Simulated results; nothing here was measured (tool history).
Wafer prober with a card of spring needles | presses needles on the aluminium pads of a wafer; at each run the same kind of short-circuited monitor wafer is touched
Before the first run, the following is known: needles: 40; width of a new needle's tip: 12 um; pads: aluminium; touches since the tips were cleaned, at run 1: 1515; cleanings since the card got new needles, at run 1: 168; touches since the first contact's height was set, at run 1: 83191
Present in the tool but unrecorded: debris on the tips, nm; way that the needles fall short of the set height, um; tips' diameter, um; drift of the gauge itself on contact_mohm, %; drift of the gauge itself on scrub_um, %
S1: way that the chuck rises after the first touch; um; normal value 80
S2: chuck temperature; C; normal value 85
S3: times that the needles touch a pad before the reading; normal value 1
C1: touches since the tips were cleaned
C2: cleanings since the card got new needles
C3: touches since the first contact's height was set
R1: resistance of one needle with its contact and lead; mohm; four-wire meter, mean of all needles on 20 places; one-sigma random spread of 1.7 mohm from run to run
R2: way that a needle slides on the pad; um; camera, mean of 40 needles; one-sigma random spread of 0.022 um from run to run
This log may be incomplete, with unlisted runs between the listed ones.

run	hour	S1	S2	S3	C1	C2	C3	R1	R2
1	0.0	80	85	1	1515	168	83191	171	9.86
# hour 1.5: tips cleaned on abrasive film
# hour 5.2: tips cleaned on abrasive film
# hour 8.1: tips cleaned on abrasive film
# hour 11.6: tips cleaned on abrasive film
2	11.6	80	85	1	0	172	91249	169	9.85
# hour 15.3: tips cleaned on abrasive film
# hour 18.9: tips cleaned on abrasive film
# hour 22.5: tips cleaned on abrasive film
# hour 26.2: tips cleaned on abrasive film
# hour 29.5: tips cleaned on abrasive film
3	29.5	80	85	1	0	177	103707	170	9.83
# hour 33.1: tips cleaned on abrasive film
# hour 36.8: tips cleaned on abrasive film
# hour 37.8: height of the first contact set anew
# hour 40.7: tips cleaned on abrasive film
4	42.1	80	55	1	961	180	2991	164	9.82
# hour 44.3: tips cleaned on abrasive film
# hour 47.9: tips cleaned on abrasive film
# hour 51.5: tips cleaned on abrasive film
# hour 55.2: tips cleaned on abrasive film
# hour 58.7: tips cleaned on abrasive film
5	58.7	80	55	1	0	185	14557	164	9.86
# hour 62.3: tips cleaned on abrasive film
# hour 66.0: tips cleaned on abrasive film
# hour 69.6: tips cleaned on abrasive film
6	70.9	80	55	1	933	188	23099	166	9.81
# hour 73.1: tips cleaned on abrasive film
# hour 76.7: tips cleaned on abrasive film
# hour 80.4: tips cleaned on abrasive film
# hour 84.0: tips cleaned on abrasive film
# hour 86.9: tips cleaned on abrasive film
# hour 90.6: tips cleaned on abrasive film
7	91.5	80	55	1	672	194	37468	165	9.88
# hour 93.7: tips cleaned on abrasive film
# hour 96.7: tips cleaned on abrasive film
# hour 100.3: tips cleaned on abrasive film
# hour 103.9: tips cleaned on abrasive film
8	105.8	80	55	1	1308	198	47399	165	9.86
# hour 107.3: tips cleaned on abrasive film
# hour 110.2: tips cleaned on abrasive film
# hour 113.8: tips cleaned on abrasive film
9	115.9	80	85	1	1487	201	54466	174	9.85
# hour 117.4: tips cleaned on abrasive film
# hour 121.1: tips cleaned on abrasive film
# hour 124.7: tips cleaned on abrasive film
10	125.7	80	85	1	745	204	61299	169	9.80
# hour 128.0: tips cleaned on abrasive film
# hour 131.6: tips cleaned on abrasive film
# hour 135.2: tips cleaned on abrasive film
# hour 138.9: tips cleaned on abrasive film
11	139.1	80	85	1	169	208	70599	171	9.83
# hour 142.0: tips cleaned on abrasive film
# hour 145.7: tips cleaned on abrasive film
# hour 149.3: tips cleaned on abrasive film
# hour 152.2: tips cleaned on abrasive film
# hour 155.7: tips cleaned on abrasive film
12	155.7	80	85	1	0	213	82164	172	9.86
# hour 158.7: tips cleaned on abrasive film
# hour 162.3: tips cleaned on abrasive film
# hour 165.9: tips cleaned on abrasive film
# hour 168.9: tips cleaned on abrasive film
13	169.7	80	85	1	623	217	91919	168	9.82
# hour 172.0: tips cleaned on abrasive film
# hour 174.9: tips cleaned on abrasive film
# hour 178.5: tips cleaned on abrasive film
# hour 182.2: tips cleaned on abrasive film
14	184.0	80	85	1	1290	221	101833	171	9.84
# hour 185.5: tips cleaned on abrasive film
# hour 189.1: tips cleaned on abrasive film
# hour 192.7: tips cleaned on abrasive film
# hour 195.2: height of the first contact set anew
15	195.7	80	85	1	1905	224	384	168	9.83
# hour 196.5: tips cleaned on abrasive film
# hour 199.4: tips cleaned on abrasive film
# hour 203.1: tips cleaned on abrasive film
# hour 206.7: tips cleaned on abrasive film
# hour 210.3: tips cleaned on abrasive film
16	210.5	69	48	2	88	229	10617	165	8.52
# hour 213.4: tips cleaned on abrasive film
# hour 217.0: tips cleaned on abrasive film
# hour 220.7: tips cleaned on abrasive film
17	221.4	69	48	2	545	232	18264	166	8.52
# hour 223.6: tips cleaned on abrasive film
# hour 227.3: tips cleaned on abrasive film
# hour 230.9: tips cleaned on abrasive film
# hour 233.8: tips cleaned on abrasive film
# hour 236.8: tips cleaned on abrasive film
18	236.9	74	85	2	78	237	28991	169	9.09
# hour 239.8: tips cleaned on abrasive film
# hour 242.8: tips cleaned on abrasive film
# hour 246.4: tips cleaned on abrasive film
# hour 250.0: tips cleaned on abrasive film
19	252.3	77	33	2	1640	241	39765	162	9.49
# hour 253.1: tips cleaned on abrasive film
# hour 256.8: tips cleaned on abrasive film
# hour 260.4: tips cleaned on abrasive film
# hour 264.0: tips cleaned on abrasive film
# hour 267.7: tips cleaned on abrasive film
# hour 271.3: tips cleaned on abrasive film
20	271.6	62	117	2	219	247	53175	182	7.62
# hour 274.5: tips cleaned on abrasive film
# hour 278.2: tips cleaned on abrasive film
# hour 281.1: tips cleaned on abrasive film
# hour 284.7: tips cleaned on abrasive film
21	287.1	62	58	1	1666	251	63974	166	7.61
# hour 287.9: tips cleaned on abrasive film
# hour 291.5: tips cleaned on abrasive film
# hour 295.1: tips cleaned on abrasive film
# hour 298.1: tips cleaned on abrasive film
# hour 301.7: tips cleaned on abrasive film
22	303.8	62	58	1	1508	256	75625	171	7.63
# hour 305.3: tips cleaned on abrasive film
# hour 309.0: tips cleaned on abrasive film
# hour 312.6: tips cleaned on abrasive film
# hour 316.2: tips cleaned on abrasive film
# hour 319.9: tips cleaned on abrasive film
# hour 323.0: tips cleaned on abrasive film
23	323.0	99	26	1	0	262	88935	157	12.18
# hour 325.9: tips cleaned on abrasive film
# hour 329.5: tips cleaned on abrasive film
# hour 333.2: tips cleaned on abrasive film
# hour 336.8: tips cleaned on abrasive film
# hour 340.4: tips cleaned on abrasive film
24	341.6	99	38	1	803	267	101915	160	12.16
# hour 343.8: tips cleaned on abrasive film
# hour 347.4: tips cleaned on abrasive film
# hour 351.1: tips cleaned on abrasive film
# hour 352.8: height of the first contact set anew
# hour 355.0: tips cleaned on abrasive film
# hour 358.6: tips cleaned on abrasive film
25	361.3	61	119	2	1892	272	5949	175	7.52

3 options for the next run, each taken on its own from the tool as it stands now. Forecast them:
# hour 362.1: tips cleaned on abrasive film
# hour 365.7: tips cleaned on abrasive film
# hour 369.3: tips cleaned on abrasive film
# hour 373.0: tips cleaned on abrasive film
# hour 376.6: tips cleaned on abrasive film
A	379.4	78	119	2	1980	277	18582	?	?
# hour 362.1: tips cleaned on abrasive film
# hour 365.7: tips cleaned on abrasive film
# hour 369.3: tips cleaned on abrasive film
# hour 373.0: tips cleaned on abrasive film
# hour 376.6: tips cleaned on abrasive film
B	379.4	67	27	2	1980	277	18582	?	?
# hour 362.1: tips cleaned on abrasive film
# hour 365.7: tips cleaned on abrasive film
# hour 369.3: tips cleaned on abrasive film
# hour 373.0: tips cleaned on abrasive film
# hour 376.6: tips cleaned on abrasive film
C	379.4	60	30	1	1980	277	18582	?	?

run	R1	R2
A	176	9.64
B	164	8.28
C	162	7.36
Had the tool no hidden state, the same runs would have come out as:
run	R1	R2
A	176	9.64
B	164	8.28
C	161	7.36
